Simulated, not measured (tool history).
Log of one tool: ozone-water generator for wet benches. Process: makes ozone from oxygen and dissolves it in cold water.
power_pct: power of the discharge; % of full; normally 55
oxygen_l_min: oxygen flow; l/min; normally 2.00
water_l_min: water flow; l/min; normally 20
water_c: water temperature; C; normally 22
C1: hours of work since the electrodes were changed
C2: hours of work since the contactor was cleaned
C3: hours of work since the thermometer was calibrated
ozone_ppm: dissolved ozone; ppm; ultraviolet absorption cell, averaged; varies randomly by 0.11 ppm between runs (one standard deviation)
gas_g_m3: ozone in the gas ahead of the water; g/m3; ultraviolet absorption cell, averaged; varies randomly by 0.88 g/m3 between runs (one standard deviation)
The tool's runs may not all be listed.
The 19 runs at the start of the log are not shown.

run 20 hour=826.6 | power_pct=55 oxygen_l_min=2.65 water_l_min=12 water_c=16 | C1=1258 C2=1992 C3=916 | ozone_ppm=15.0 gas_g_m3=119.2
run 21 hour=865.4 | power_pct=55 oxygen_l_min=2.73 water_l_min=12 water_c=20 | C1=1288 C2=2022 C3=945 | ozone_ppm=14.4 gas_g_m3=117.1
run 22 hour=892.5 | power_pct=47 oxygen_l_min=2.70 water_l_min=17 water_c=16 | C1=1308 C2=2043 C3=966 | ozone_ppm=10.1 gas_g_m3=104.4
run 23 hour=948.7 | power_pct=47 oxygen_l_min=2.70 water_l_min=17 water_c=15 | C1=1351 C2=2085 C3=1009 | ozone_ppm=10.1 gas_g_m3=103.9
run 24 hour=996.3 | power_pct=54 oxygen_l_min=3.00 water_l_min=20 water_c=21 | C1=1387 C2=2122 C3=1045 | ozone_ppm=9.1 gas_g_m3=108.9
run 25 hour=1043.0 | power_pct=52 oxygen_l_min=2.00 water_l_min=20 water_c=15 | C1=1423 C2=2157 C3=1081 | ozone_ppm=9.2 gas_g_m3=135.4
run 26 hour=1097.6 | power_pct=52 oxygen_l_min=2.00 water_l_min=20 water_c=15 | C1=1464 C2=2199 C3=1122 | ozone_ppm=9.2 gas_g_m3=137.3
run 27 hour=1131.0 | power_pct=52 oxygen_l_min=2.00 water_l_min=14 water_c=27 | C1=1490 C2=2224 C3=1148 | ozone_ppm=11.1 gas_g_m3=137.0
run 28 hour=1158.8 | power_pct=52 oxygen_l_min=2.00 water_l_min=14 water_c=27 | C1=1511 C2=2245 C3=1169 | ozone_ppm=11.4 gas_g_m3=136.7
run 29 hour=1195.0 | power_pct=52 oxygen_l_min=2.00 water_l_min=15 water_c=15 | C1=1539 C2=2273 C3=1196 | ozone_ppm=12.0 gas_g_m3=135.9
run 30 hour=1252.2 | power_pct=55 oxygen_l_min=2.00 water_l_min=30 water_c=22 | C1=1582 C2=2316 C3=1240 | ozone_ppm=5.5 gas_g_m3=141.8
run 31 hour=1290.9 | power_pct=55 oxygen_l_min=1.01 water_l_min=30 water_c=18 | C1=1612 C2=2346 C3=1269 | ozone_ppm=5.1 gas_g_m3=223.2
run 32 hour=1332.8 | power_pct=63 oxygen_l_min=1.31 water_l_min=26 water_c=15 | C1=1643 C2=2378 C3=1301 | ozone_ppm=7.2 gas_g_m3=204.9
run 33 hour=1385.1 | power_pct=86 oxygen_l_min=2.04 water_l_min=25 water_c=21 | C1=1683 C2=2418 C3=1341 | ozone_ppm=9.9 gas_g_m3=195.0
run 34 hour=1421.3 | power_pct=78 oxygen_l_min=2.86 water_l_min=20 water_c=22 | C1=1711 C2=2445 C3=1369 | ozone_ppm=11.7 gas_g_m3=146.2

Predict each of these 3 candidate next runs independently; none follows another, all start after run 34:
run A hour=1469.1 | power_pct=57 oxygen_l_min=1.93 water_l_min=20 water_c=22 | C1=1747 C2=2482 C3=1405 | ozone_ppm=? gas_g_m3=?
run B hour=1469.1 | power_pct=52 oxygen_l_min=2.86 water_l_min=20 water_c=23 | C1=1747 C2=2482 C3=1405 | ozone_ppm=? gas_g_m3=?
run C hour=1469.1 | power_pct=43 oxygen_l_min=2.86 water_l_min=26 water_c=22 | C1=1747 C2=2482 C3=1405 | ozone_ppm=? gas_g_m3=?

run=A ozone_ppm=9.1 gas_g_m3=149.8
run=B ozone_ppm=8.6 gas_g_m3=107.5
run=C ozone_ppm=5.9 gas_g_m3=93.9
Without the tool's unlogged condition, the same runs would have read:
run=A ozone_ppm=9.5 gas_g_m3=154.5
run=B ozone_ppm=8.9 gas_g_m3=110.6
run=C ozone_ppm=6.1 gas_g_m3=96.1
